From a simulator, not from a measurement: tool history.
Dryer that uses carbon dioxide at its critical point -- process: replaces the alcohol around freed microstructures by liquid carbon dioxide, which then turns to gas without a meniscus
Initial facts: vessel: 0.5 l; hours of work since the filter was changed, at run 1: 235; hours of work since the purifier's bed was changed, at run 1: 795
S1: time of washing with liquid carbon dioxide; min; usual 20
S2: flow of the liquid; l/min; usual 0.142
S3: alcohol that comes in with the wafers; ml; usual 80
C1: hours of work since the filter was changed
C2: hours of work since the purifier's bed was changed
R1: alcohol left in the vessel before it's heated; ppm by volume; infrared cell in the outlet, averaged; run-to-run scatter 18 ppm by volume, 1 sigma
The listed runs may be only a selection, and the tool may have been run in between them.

run	hour	S1	S2	S3	C1	C2	R1
1	0.0	20	0.142	80	235	795	1961
2	21.8	20	0.142	80	251	811	2068
3	55.9	20	0.142	80	277	837	2200
4	91.1	13	0.142	80	303	863	10086
5	112.8	20	0.087	80	319	879	12443
6	134.0	20	0.087	80	334	894	13222
7	175.5	20	0.087	80	365	925	13371
# hour 188.8: inlet filter changed
8	198.4	20	0.142	80	7	941	1287
9	225.9	20	0.142	80	27	961	1337
10	248.1	20	0.142	80	44	978	1349
11	279.4	20	0.142	68	67	1001	1223
12	318.5	20	0.142	68	96	1030	1297
13	351.6	20	0.142	68	120	1054	1370
# hour 370.6: purifier's bed changed
14	387.3	20	0.142	20	144	12	415
15	408.8	20	0.142	20	160	28	415
16	433.1	20	0.142	80	178	46	1686
17	465.0	20	0.142	39	202	70	895
18	504.9	20	0.147	80	231	99	1662
19	545.0	26	0.142	80	261	129	578
20	567.9	22	0.142	80	278	146	1412
21	609.9	20	0.142	80	309	177	2301
22	631.3	20	0.142	80	324	192	2387
23	659.3	20	0.142	117	345	213	3573
24	693.3	20	0.142	117	370	238	3758
# hour 698.0: inlet filter changed
25	729.0	20	0.233	117	23	264	97
26	766.2	20	0.233	117	50	291	103
27	798.8	20	0.233	117	74	315	109
28	822.5	20	0.233	117	92	333	122
29	840.8	25	0.233	117	105	346	57
30	866.2	20	0.099	72	124	365	5940

The next listed run, before its measurement:
31	887.4	20	0.228	80	140	381	?

{"run 31": {"R1": 130}}
The same run, on a tool lacking any hidden state, would have yielded R1 63 ppm by volume.

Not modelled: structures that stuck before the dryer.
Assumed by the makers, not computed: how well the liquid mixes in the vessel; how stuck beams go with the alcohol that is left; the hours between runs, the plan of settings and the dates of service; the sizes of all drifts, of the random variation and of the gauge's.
